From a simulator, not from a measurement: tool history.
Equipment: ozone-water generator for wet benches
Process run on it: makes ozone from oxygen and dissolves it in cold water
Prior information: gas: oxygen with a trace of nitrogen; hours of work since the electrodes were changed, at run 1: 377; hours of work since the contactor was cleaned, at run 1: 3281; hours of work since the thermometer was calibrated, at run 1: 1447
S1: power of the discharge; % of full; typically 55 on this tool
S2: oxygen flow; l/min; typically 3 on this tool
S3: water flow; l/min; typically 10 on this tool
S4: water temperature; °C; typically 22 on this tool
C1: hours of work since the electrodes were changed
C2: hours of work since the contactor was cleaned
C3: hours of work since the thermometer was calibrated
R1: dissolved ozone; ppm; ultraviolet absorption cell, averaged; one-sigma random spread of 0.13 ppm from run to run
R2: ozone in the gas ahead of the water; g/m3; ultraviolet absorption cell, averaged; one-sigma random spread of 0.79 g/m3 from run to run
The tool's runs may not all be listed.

{"run": 1, "hour": 0.0, "S1": 55, "S2": 3, "S3": 10, "S4": 22, "C1": 377, "C2": 3281, "C3": 1447, "R1": 13, "R2": 119.5}
{"run": 2, "hour": 19.4, "S1": 55, "S2": 3, "S3": 10, "S4": 17, "C1": 396, "C2": 3300, "C3": 1466, "R1": 13.9, "R2": 120.1}
{"run": 3, "hour": 37.1, "S1": 55, "S2": 3, "S3": 12, "S4": 22, "C1": 414, "C2": 3317, "C3": 1483, "R1": 11.1, "R2": 121.3}
{"run": 4, "hour": 52.2, "S1": 55, "S2": 3, "S3": 12, "S4": 22, "C1": 428, "C2": 3332, "C3": 1498, "R1": 11.2, "R2": 122.2}
{"run": 5, "hour": 72.7, "S1": 55, "S2": 3, "S3": 12, "S4": 22, "C1": 448, "C2": 3352, "C3": 1518, "R1": 11.2, "R2": 120.3}
{"run": 6, "hour": 90.2, "S1": 55, "S2": 3, "S3": 12, "S4": 22, "C1": 466, "C2": 3369, "C3": 1535, "R1": 11.3, "R2": 121}
{"run": 7, "hour": 106.3, "S1": 55, "S2": 3, "S3": 13, "S4": 22, "C1": 481, "C2": 3385, "C3": 1551, "R1": 10.4, "R2": 120.2}
{"run": 8, "hour": 134.2, "S1": 55, "S2": 1.66, "S3": 10, "S4": 22, "C1": 509, "C2": 3413, "C3": 1578, "R1": 13.6, "R2": 177.1}
{"run": 9, "hour": 149.0, "S1": 55, "S2": 1.66, "S3": 10, "S4": 22, "C1": 523, "C2": 3427, "C3": 1593, "R1": 13.8, "R2": 176.1}
{"run": 10, "hour": 175.9, "S1": 55, "S2": 1.66, "S3": 10, "S4": 22, "C1": 550, "C2": 3453, "C3": 1619, "R1": 13.7, "R2": 176.8}
{"run": 11, "hour": 195.2, "S1": 55, "S2": 3.59, "S3": 10, "S4": 22, "C1": 568, "C2": 3472, "C3": 1638, "R1": 12.7, "R2": 107.2}
{"run": 12, "hour": 212.6, "S1": 55, "S2": 3.59, "S3": 10, "S4": 22, "C1": 586, "C2": 3489, "C3": 1655, "R1": 12.4, "R2": 107}
{"run": 13, "hour": 227.0, "S1": 55, "S2": 4.59, "S3": 10, "S4": 22, "C1": 600, "C2": 3504, "C3": 1669, "R1": 11.7, "R2": 90.5}
{"run": 14, "hour": 257.2, "S1": 55, "S2": 4.59, "S3": 10, "S4": 22, "C1": 629, "C2": 3533, "C3": 1699, "R1": 11.6, "R2": 90.9}
{"run": 15, "hour": 280.0, "S1": 55, "S2": 4.59, "S3": 16, "S4": 29, "C1": 652, "C2": 3555, "C3": 1721, "R1": 7.4, "R2": 90.1}
{"run": 16, "hour": 301.9, "S1": 55, "S2": 4.59, "S3": 16, "S4": 29, "C1": 673, "C2": 3577, "C3": 1743, "R1": 7, "R2": 92.1}
{"run": 17, "hour": 318.0, "S1": 88, "S2": 3.38, "S3": 16, "S4": 20, "C1": 689, "C2": 3593, "C3": 1758, "R1": 12.6, "R2": 161.8}
{"run": 18, "hour": 331.1, "S1": 88, "S2": 3.38, "S3": 16, "S4": 20, "C1": 702, "C2": 3605, "C3": 1771, "R1": 12.7, "R2": 161.9}
{"run": 19, "hour": 361.7, "S1": 69, "S2": 3, "S3": 7, "S4": 15, "C1": 732, "C2": 3636, "C3": 1801, "R1": 22.4, "R2": 143.9}
{"run": 20, "hour": 381.3, "S1": 55, "S2": 2.45, "S3": 8, "S4": 22, "C1": 751, "C2": 3655, "C3": 1820, "R1": 15.6, "R2": 135.7}
{"run": 21, "hour": 402.3, "S1": 55, "S2": 1.8, "S3": 10, "S4": 22, "C1": 771, "C2": 3675, "C3": 1841, "R1": 13.4, "R2": 167.9}
{"run": 22, "hour": 418.0, "S1": 83, "S2": 3, "S3": 9, "S4": 22, "C1": 787, "C2": 3691, "C3": 1856, "R1": 18.7, "R2": 166.6}
{"run": 23, "hour": 436.2, "S1": 83, "S2": 3, "S3": 9, "S4": 22, "C1": 805, "C2": 3708, "C3": 1874, "R1": 19.3, "R2": 165.6}
{"run": 24, "hour": 459.3, "S1": 83, "S2": 3, "S3": 9, "S4": 22, "C1": 827, "C2": 3731, "C3": 1897, "R1": 19.2, "R2": 165.6}
{"run": 25, "hour": 482.1, "S1": 95, "S2": 3, "S3": 7, "S4": 20, "C1": 850, "C2": 3753, "C3": 1919, "R1": 26.2, "R2": 184.9}

Below are 4 alternative next runs, each starting from the tool's condition after run 25. Predict each:
{"run": "A", "hour": 510.2, "S1": 95, "S2": 1.7, "S3": 7, "S4": 20, "C1": 877, "C2": 3781, "C3": 1947, "R1": "?", "R2": "?"}
{"run": "B", "hour": 510.2, "S1": 61, "S2": 2.51, "S3": 7, "S4": 20, "C1": 877, "C2": 3781, "C3": 1947, "R1": "?", "R2": "?"}
{"run": "C", "hour": 510.2, "S1": 55, "S2": 3, "S3": 10, "S4": 30, "C1": 877, "C2": 3781, "C3": 1947, "R1": "?", "R2": "?"}
{"run": "D", "hour": 510.2, "S1": 65, "S2": 3, "S3": 15, "S4": 27, "C1": 877, "C2": 3781, "C3": 1947, "R1": "?", "R2": "?"}

run=A R1=29.2 R2=268.5
run=B R1=19.3 R2=146.5
run=C R1=11.2 R2=119.1
run=D R1=9.5 R2=136.4
Without the tool's unlogged condition, the same runs would have read:
run=A R1=31 R2=278.9
run=B R1=20.3 R2=150.5
run=C R1=11.7 R2=122.1
run=D R1=10.1 R2=140.4
